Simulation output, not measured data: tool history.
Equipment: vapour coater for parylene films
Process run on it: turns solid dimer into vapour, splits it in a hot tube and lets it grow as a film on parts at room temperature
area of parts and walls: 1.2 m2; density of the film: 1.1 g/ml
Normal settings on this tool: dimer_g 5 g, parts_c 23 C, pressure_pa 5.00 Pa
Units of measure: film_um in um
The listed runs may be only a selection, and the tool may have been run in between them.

run,day,dimer_g,parts_c,pressure_pa,film_um
1,0.000,5,23,5.00,1.73
2,0.904,5,23,5.00,1.73
3,1.483,5,29,5.00,1.32
4,1.979,5,29,5.00,1.26
5,2.546,5,29,5.00,1.29
6,3.021,5,29,5.00,1.30
7,3.904,5,29,5.00,1.30
# day 3.992: table's thermometer calibrated
8,4.654,5,23,5.00,1.72
9,5.317,5,23,5.00,1.72
10,5.729,3,23,5.00,1.05
# day 6.192: table's thermometer calibrated, once more
11,6.558,5,23,5.05,1.71
12,7.546,5,23,5.05,1.69
13,8.217,6,31,5.00,1.37
14,8.779,6,31,5.00,1.35
15,9.296,6,31,5.00,1.32
16,10.054,6,31,5.00,1.32
17,10.704,6,31,5.00,1.33
18,11.721,4,27,3.56,1.15
19,12.300,4,27,3.56,1.08
20,13.046,5,32,2.71,1.10
21,13.671,5,32,2.71,1.07
22,14.229,5,32,2.71,1.09
# day 14.475: trap's valve overhauled
23,14.858,6,16,2.28,3.13

5 ways to go on from here, each from the tool as it stands after run 23. What would each give?
A,15.467,7,22,5.73,?
B,15.467,6,31,8.17,?
C,15.467,4,27,5.00,?
D,15.467,3,16,2.28,?
E,15.467,2,21,2.28,?

run,film_um
A,2.57
B,1.39
C,1.15
D,1.60
E,0.81
With no hidden state in the tool, these same runs would have given:
run,film_um
A,2.58
B,1.40
C,1.16
D,1.61
E,0.82
